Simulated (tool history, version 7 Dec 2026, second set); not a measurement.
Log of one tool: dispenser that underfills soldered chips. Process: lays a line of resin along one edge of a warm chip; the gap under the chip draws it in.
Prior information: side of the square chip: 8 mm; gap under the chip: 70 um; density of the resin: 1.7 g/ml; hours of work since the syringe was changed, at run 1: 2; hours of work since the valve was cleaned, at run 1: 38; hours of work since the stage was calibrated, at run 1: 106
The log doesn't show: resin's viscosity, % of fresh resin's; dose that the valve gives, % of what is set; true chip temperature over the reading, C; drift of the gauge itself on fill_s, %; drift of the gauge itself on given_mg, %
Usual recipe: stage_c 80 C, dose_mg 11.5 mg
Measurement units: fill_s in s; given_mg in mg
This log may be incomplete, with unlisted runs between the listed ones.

run	day	stage_c	dose_mg	hours of work since the syringe was changed	hours of work since the valve was cleaned	hours of work since the stage was calibrated	fill_s	given_mg
1	0	80	11.5	2	38	106	71.1	11.31
# day 0.208: new syringe of resin
2	0.312	80	11.5	2	44	111	73.3	11.18
# day 0.5: new syringe of resin
3	0.65	80	11.5	3	50	117	75.9	11.18
# day 0.8: new syringe of resin
# day 0.95: dispensing valve cleaned and set on the balance
4	1.042	80	11.5	4	2	124	77.1	11.5
# day 1.154: new syringe of resin
5	1.396	80	11.5	5	8	130	79	11.45
# day 1.446: new syringe of resin
6	1.679	80	13.3	4	13	135	77.7	13.16
# day 1.758: new syringe of resin
7	1.95	66	11.5	4	18	140	156.1	11.39
# day 2.058: new syringe of resin
8	2.146	66	11.5	2	21	143	142.7	11.33
# day 2.375: new syringe of resin
9	2.471	66	11.5	2	27	149	141.5	11.31
# day 2.696: new syringe of resin
10	2.742	66	11.5	1	32	154	137.6	11.29
# day 3: new syringe of resin
11	3.046	66	11.5	1	38	159	141	11.18
# day 3.312: new syringe of resin
12	3.392	66	11.5	2	44	166	140.5	11.16
# day 3.608: new syringe of resin
13	3.754	66	11.5	3	50	172	148.9	11.16
# day 3.917: new syringe of resin
14	3.962	81	13.4	1	54	176	63.3	13
# day 4.038: dispensing valve cleaned and set on the balance
# day 4.275: new syringe of resin
15	4.354	81	13.4	1	6	182	63.4	13.3
16	4.517	81	13.4	4	9	185	72.2	13.32
# day 4.567: new syringe of resin
17	4.746	70	12	3	13	189	122.2	11.9
# day 4.888: new syringe of resin
18	4.942	87	13.2	1	16	193	47.9	13.01
# day 5.179: new syringe of resin
19	5.233	87	13.2	1	21	198	48.5	12.96
# day 5.475: new syringe of resin
20	5.588	75	11.4	2	28	204	90.5	11.19
21	5.733	84	13.8	5	31	207	66.3	13.53
# day 5.767: new syringe of resin
22	6.033	79	13	5	36	212	81.9	12.76

Branching from run 22: 3 alternative next runs. What would each branch give?
# day 6.067: new syringe of resin
A	6.3	86	12.6	4	41	217	?	?
# day 6.067: new syringe of resin
B	6.3	90	13	4	41	217	?	?
# day 6.067: new syringe of resin
C	6.3	80	11.5	4	41	217	?	?

run	fill_s	given_mg
A	57	12.31
B	46.2	12.73
C	75.7	11.28
Take away the tool's hidden state, keep each run's random variation, and the runs would have read:
run	fill_s	given_mg
A	51.2	12.59
B	41.4	13.03
C	68	11.55
